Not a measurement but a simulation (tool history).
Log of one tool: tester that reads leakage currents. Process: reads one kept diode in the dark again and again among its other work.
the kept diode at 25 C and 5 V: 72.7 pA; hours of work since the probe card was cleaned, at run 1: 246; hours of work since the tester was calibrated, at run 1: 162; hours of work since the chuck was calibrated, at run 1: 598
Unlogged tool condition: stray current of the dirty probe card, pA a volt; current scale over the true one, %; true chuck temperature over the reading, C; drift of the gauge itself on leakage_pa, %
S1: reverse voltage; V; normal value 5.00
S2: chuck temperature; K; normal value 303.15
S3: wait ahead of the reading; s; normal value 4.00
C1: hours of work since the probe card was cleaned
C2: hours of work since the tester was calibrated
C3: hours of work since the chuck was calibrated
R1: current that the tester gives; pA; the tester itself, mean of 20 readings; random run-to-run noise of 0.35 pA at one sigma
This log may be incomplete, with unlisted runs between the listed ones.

run 1 hour=0.0 | S1=5.00 S2=303.15 S3=4.00 | C1=246 C2=162 C3=598 | R1=103.01
run 2 hour=28.4 | S1=5.00 S2=303.15 S3=0.80 | C1=259 C2=174 C3=610 | R1=104.47
run 3 hour=69.5 | S1=4.49 S2=303.15 S3=4.00 | C1=276 C2=192 C3=628 | R1=98.13
run 4 hour=109.5 | S1=5.00 S2=303.15 S3=4.52 | C1=294 C2=210 C3=646 | R1=102.63
run 5 hour=137.7 | S1=5.00 S2=303.15 S3=4.52 | C1=306 C2=222 C3=658 | R1=102.38
run 6 hour=159.3 | S1=5.00 S2=303.15 S3=4.52 | C1=316 C2=232 C3=668 | R1=102.72
run 7 hour=192.9 | S1=5.00 S2=303.15 S3=1.00 | C1=331 C2=246 C3=682 | R1=104.02
run 8 hour=229.5 | S1=5.00 S2=303.15 S3=4.00 | C1=347 C2=262 C3=698 | R1=102.06
run 9 hour=271.1 | S1=5.00 S2=303.15 S3=4.00 | C1=365 C2=281 C3=717 | R1=101.83
run 10 hour=310.8 | S1=5.00 S2=303.15 S3=4.00 | C1=382 C2=298 C3=734 | R1=102.02
run 11 hour=345.3 | S1=5.00 S2=303.15 S3=4.00 | C1=397 C2=313 C3=749 | R1=101.92
run 12 hour=369.2 | S1=5.00 S2=303.15 S3=4.00 | C1=408 C2=324 C3=760 | R1=101.14
run 13 hour=402.8 | S1=5.00 S2=303.15 S3=4.00 | C1=422 C2=338 C3=774 | R1=101.55
run 14 hour=422.6 | S1=1.22 S2=303.15 S3=4.00 | C1=431 C2=347 C3=783 | R1=57.81
run 15 hour=443.1 | S1=1.22 S2=303.15 S3=4.00 | C1=440 C2=356 C3=792 | R1=57.71
run 16 hour=474.4 | S1=5.00 S2=303.15 S3=4.00 | C1=454 C2=370 C3=806 | R1=101.65
run 17 hour=520.6 | S1=5.00 S2=303.15 S3=4.00 | C1=474 C2=390 C3=826 | R1=101.03
run 18 hour=561.7 | S1=5.00 S2=303.15 S3=1.15 | C1=492 C2=408 C3=844 | R1=102.17
run 19 hour=608.0 | S1=5.00 S2=303.15 S3=1.15 | C1=512 C2=428 C3=864 | R1=102.26
run 20 hour=635.4 | S1=5.00 S2=303.15 S3=1.15 | C1=524 C2=440 C3=876 | R1=101.30
run 21 hour=667.7 | S1=2.02 S2=329.15 S3=4.00 | C1=538 C2=454 C3=890 | R1=568.82
run 22 hour=705.0 | S1=8.56 S2=326.15 S3=0.46 | C1=555 C2=471 C3=907 | R1=795.46
run 23 hour=739.0 | S1=8.56 S2=326.15 S3=0.46 | C1=570 C2=485 C3=921 | R1=796.04
run 24 hour=783.4 | S1=8.56 S2=326.15 S3=0.46 | C1=589 C2=505 C3=941 | R1=795.77
run 25 hour=811.2 | S1=11.50 S2=326.15 S3=3.27 | C1=601 C2=517 C3=953 | R1=890.33
run 26 hour=846.9 | S1=2.48 S2=329.15 S3=4.00 | C1=617 C2=533 C3=969 | R1=612.91
run 27 hour=866.9 | S1=10.83 S2=297.15 S3=9.52 | C1=626 C2=541 C3=977 | R1=83.91
run 28 hour=900.3 | S1=10.83 S2=297.15 S3=9.52 | C1=640 C2=556 C3=992 | R1=84.44
run 29 hour=923.4 | S1=5.04 S2=326.15 S3=1.67 | C1=650 C2=566 C3=1002 | R1=637.64
run 30 hour=945.4 | S1=5.04 S2=326.15 S3=1.67 | C1=660 C2=576 C3=1012 | R1=634.77
run 31 hour=979.5 | S1=4.71 S2=315.15 S3=1.67 | C1=675 C2=591 C3=1027 | R1=262.99
run 32 hour=1007.3 | S1=4.71 S2=315.15 S3=1.67 | C1=687 C2=603 C3=1039 | R1=260.24
run 33 hour=1053.5 | S1=4.71 S2=315.15 S3=1.67 | C1=707 C2=623 C3=1059 | R1=259.35
run 34 hour=1090.8 | S1=16.61 S2=317.15 S3=1.67 | C1=724 C2=640 C3=1076 | R1=506.95
run 35 hour=1133.0 | S1=16.61 S2=317.15 S3=1.67 | C1=742 C2=658 C3=1094 | R1=504.05
run 36 hour=1159.9 | S1=16.61 S2=317.15 S3=1.67 | C1=754 C2=670 C3=1106 | R1=505.39
run 37 hour=1200.0 | S1=5.00 S2=295.15 S3=0.45 | C1=772 C2=687 C3=1123 | R1=54.24
run 38 hour=1223.3 | S1=5.00 S2=295.15 S3=0.45 | C1=782 C2=698 C3=1134 | R1=54.11
run 39 hour=1251.7 | S1=5.46 S2=301.15 S3=0.45 | C1=794 C2=710 C3=1146 | R1=90.55

Branching from run 39: 4 alternative next runs. What would each branch give?
run A hour=1287.8 | S1=5.00 S2=299.15 S3=6.52 | C1=810 C2=726 C3=1162 | R1=?
run B hour=1287.8 | S1=13.86 S2=297.15 S3=0.33 | C1=810 C2=726 C3=1162 | R1=?
run C hour=1287.8 | S1=1.61 S2=304.15 S3=0.45 | C1=810 C2=726 C3=1162 | R1=?
run D hour=1287.8 | S1=5.00 S2=303.15 S3=8.37 | C1=810 C2=726 C3=1162 | R1=?

run=A R1=70.39
run=B R1=110.88
run=C R1=68.38
run=D R1=97.48
Had the tool no hidden state, the same runs would have come out as:
run=A R1=80.14
run=B R1=114.09
run=C R1=81.74
run=D R1=113.22

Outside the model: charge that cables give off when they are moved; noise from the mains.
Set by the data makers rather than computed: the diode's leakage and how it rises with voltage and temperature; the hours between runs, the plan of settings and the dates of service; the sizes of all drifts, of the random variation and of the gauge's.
